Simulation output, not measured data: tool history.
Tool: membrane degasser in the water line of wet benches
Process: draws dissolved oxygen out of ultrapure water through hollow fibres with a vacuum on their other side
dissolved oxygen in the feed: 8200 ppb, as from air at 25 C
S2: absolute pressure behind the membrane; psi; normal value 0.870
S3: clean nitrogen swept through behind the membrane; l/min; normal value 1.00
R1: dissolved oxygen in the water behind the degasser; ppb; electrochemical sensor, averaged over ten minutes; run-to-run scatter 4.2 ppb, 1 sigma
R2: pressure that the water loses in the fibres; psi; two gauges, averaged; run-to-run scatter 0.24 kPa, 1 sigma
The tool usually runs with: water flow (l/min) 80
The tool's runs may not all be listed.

run 1 hour=0.0 | water_flow_(l/min)=80 S2=0.870 S3=1.00 | R1=455.6 R2=9.805
run 2 hour=223.6 | water_flow_(l/min)=80 S2=0.870 S3=1.00 | R1=459.7 R2=9.812
run 3 hour=360.7 | water_flow_(l/min)=80 S2=0.870 S3=1.00 | R1=474.9 R2=9.806
run 4 hour=519.4 | water_flow_(l/min)=80 S2=0.870 S3=1.00 | R1=466.0 R2=9.786
run 5 hour=621.0 | water_flow_(l/min)=80 S2=0.870 S3=1.00 | R1=470.5 R2=9.826
run 6 hour=807.9 | water_flow_(l/min)=80 S2=0.870 S3=1.00 | R1=482.7 R2=9.870
run 7 hour=942.6 | water_flow_(l/min)=80 S2=0.870 S3=1.00 | R1=497.5 R2=9.832
run 8 hour=1095.5 | water_flow_(l/min)=80 S2=0.870 S3=1.00 | R1=501.9 R2=9.893
run 9 hour=1195.0 | water_flow_(l/min)=80 S2=0.870 S3=1.00 | R1=503.4 R2=9.883
run 10 hour=1383.7 | water_flow_(l/min)=80 S2=0.870 S3=1.00 | R1=502.6 R2=9.883
run 11 hour=1501.0 | water_flow_(l/min)=80 S2=0.870 S3=1.00 | R1=499.4 R2=9.954
run 12 hour=1626.9 | water_flow_(l/min)=80 S2=0.870 S3=1.00 | R1=436.6 R2=9.976
run 13 hour=1838.8 | water_flow_(l/min)=80 S2=0.870 S3=1.00 | R1=446.2 R2=9.937
run 14 hour=1936.0 | water_flow_(l/min)=80 S2=0.870 S3=1.00 | R1=443.7 R2=9.973
run 15 hour=2037.5 | water_flow_(l/min)=80 S2=0.870 S3=1.00 | R1=439.1 R2=10.002
run 16 hour=2152.9 | water_flow_(l/min)=58 S2=0.870 S3=1.00 | R1=326.9 R2=7.224
run 17 hour=2249.0 | water_flow_(l/min)=58 S2=0.870 S3=1.00 | R1=330.7 R2=7.190
run 18 hour=2472.0 | water_flow_(l/min)=83 S2=0.870 S3=1.00 | R1=468.2 R2=10.359
run 19 hour=2644.1 | water_flow_(l/min)=83 S2=0.870 S3=1.00 | R1=466.8 R2=10.383
run 20 hour=2736.7 | water_flow_(l/min)=71 S2=0.870 S3=1.00 | R1=401.3 R2=8.863
run 21 hour=2947.5 | water_flow_(l/min)=76 S2=1.297 S3=1.83 | R1=526.6 R2=9.414
run 22 hour=3065.0 | water_flow_(l/min)=84 S2=0.674 S3=1.38 | R1=266.3 R2=10.562
run 23 hour=3193.9 | water_flow_(l/min)=99 S2=0.999 S3=1.07 | R1=670.9 R2=12.466
run 24 hour=3409.2 | water_flow_(l/min)=79 S2=0.789 S3=0.65 | R1=481.7 R2=9.954
run 25 hour=3609.0 | water_flow_(l/min)=59 S2=0.815 S3=0.80 | R1=353.3 R2=7.459
run 26 hour=3794.8 | water_flow_(l/min)=52 S2=0.870 S3=0.77 | R1=371.2 R2=6.602
run 27 hour=3927.3 | water_flow_(l/min)=94 S2=0.870 S3=1.49 | R1=463.0 R2=11.924
run 28 hour=4093.9 | water_flow_(l/min)=81 S2=0.587 S3=1.53 | R1=196.5 R2=10.254
run 29 hour=4238.3 | water_flow_(l/min)=127 S2=0.587 S3=0.45 | R1=547.7 R2=16.076
run 30 hour=4374.4 | water_flow_(l/min)=127 S2=0.587 S3=0.45 | R1=556.8 R2=16.093
run 31 hour=4554.3 | water_flow_(l/min)=127 S2=0.587 S3=0.45 | R1=560.2 R2=16.089
run 32 hour=4719.2 | water_flow_(l/min)=127 S2=0.587 S3=0.45 | R1=558.4 R2=16.099

The log once held 3 entries between its listed runs, left out of this copy. Where does each go, and what is different about the tool's unlogged condition between the listed run before it and the listed run after it?
Run 6 -> run 7: vacuum gauge calibrated (hour 842.9)
  membrane still open, %: 93.6 -> 93.5; true pressure behind the membrane over the reading, kPa: 0.32 -> 0.51; air that leaks in behind the membrane, l/min: 0.014 -> 0.0146
  the result without the hidden state subtracted from the measured one, R1: +59.3 -> +81.7 ppb; R2: +0.634 -> +0.643 psi
Run 11 -> run 12: vacuum gauge calibrated, once more (hour 1522.4)
  membrane still open, %: 93.1 -> 93; true pressure behind the membrane over the reading, kPa: 0.55 -> 0.03; air that leaks in behind the membrane, l/min: 0.017 -> 0.0176
  the result without the hidden state subtracted from the measured one, R1: +87.6 -> +24.8 ppb; R2: +0.690 -> +0.699 psi
Run 16 -> run 17: seals of the vacuum lines changed (hour 2242.2)
  membrane still open, %: 92.6 -> 92.5; true pressure behind the membrane over the reading, kPa: 0.07 -> 0.08; air that leaks in behind the membrane, l/min: 0.0198 -> 0.0025
  the result without the hidden state subtracted from the measured one, R1: +16.8 -> +18.5 ppb; R2: +0.535 -> +0.540 psi

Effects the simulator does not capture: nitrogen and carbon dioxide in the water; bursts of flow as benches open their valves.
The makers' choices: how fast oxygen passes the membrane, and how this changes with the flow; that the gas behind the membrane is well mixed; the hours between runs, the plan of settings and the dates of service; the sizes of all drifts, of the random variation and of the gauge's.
